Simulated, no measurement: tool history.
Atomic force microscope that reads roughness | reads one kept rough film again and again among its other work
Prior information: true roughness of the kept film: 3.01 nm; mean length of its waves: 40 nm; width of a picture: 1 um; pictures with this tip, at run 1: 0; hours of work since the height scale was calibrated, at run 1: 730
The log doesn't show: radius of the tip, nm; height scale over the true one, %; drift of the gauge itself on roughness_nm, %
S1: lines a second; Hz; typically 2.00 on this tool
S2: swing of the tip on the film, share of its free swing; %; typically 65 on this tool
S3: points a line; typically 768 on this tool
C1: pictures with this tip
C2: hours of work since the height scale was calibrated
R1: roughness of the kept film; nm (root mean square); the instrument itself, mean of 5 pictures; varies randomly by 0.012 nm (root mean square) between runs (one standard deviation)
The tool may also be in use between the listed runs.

| run | hour | S1 | S2 | S3 | C1 | C2 | R1 |
|---|---|---|---|---|---|---|---|
| 1 | 0.0 | 2.00 | 65 | 768 | 0 | 730 | 2.807 |
| 2 | 39.0 | 0.52 | 65 | 768 | 55 | 750 | 2.869 |
| 3 | 69.3 | 0.52 | 65 | 768 | 97 | 766 | 2.877 |
| 4 | 98.7 | 0.52 | 65 | 768 | 138 | 781 | 2.860 |
|  | 116.8 | new tip fitted |
| 5 | 122.5 | 0.52 | 65 | 768 | 8 | 794 | 2.884 |
| 6 | 147.9 | 0.52 | 65 | 768 | 43 | 807 | 2.893 |
| 7 | 176.8 | 2.00 | 73 | 768 | 84 | 822 | 2.779 |
| 8 | 206.8 | 2.45 | 74 | 842 | 125 | 838 | 2.719 |
| 9 | 225.0 | 1.47 | 70 | 593 | 151 | 847 | 2.800 |
|  | 234.0 | new tip fitted |
| 10 | 265.6 | 3.46 | 70 | 361 | 44 | 868 | 2.705 |
| 11 | 288.9 | 3.46 | 70 | 361 | 76 | 880 | 2.705 |
| 12 | 310.1 | 3.46 | 70 | 361 | 106 | 891 | 2.705 |
| 13 | 334.5 | 2.00 | 88 | 312 | 140 | 904 | 2.605 |

Consider 4 possible next runs. They are alternatives, not a sequence: every one starts from the tool as it was left by run 13. What does each give?
|  | 350.6 | new tip fitted |
| A | 360.6 | 1.24 | 88 | 312 | 14 | 917 | ? |
|  | 350.6 | new tip fitted |
| B | 360.6 | 0.53 | 72 | 717 | 14 | 917 | ? |
|  | 350.6 | new tip fitted |
| C | 360.6 | 1.92 | 58 | 323 | 14 | 917 | ? |
|  | 350.6 | new tip fitted |
| D | 360.6 | 2.00 | 58 | 312 | 14 | 917 | ? |

| run | R1 |
|---|---|
| A | 2.725 |
| B | 2.874 |
| C | 2.842 |
| D | 2.846 |
Without the tool's hidden state the same runs would have given:
| run | R1 |
|---|---|
| A | 2.723 |
| B | 2.872 |
| C | 2.840 |
| D | 2.844 |
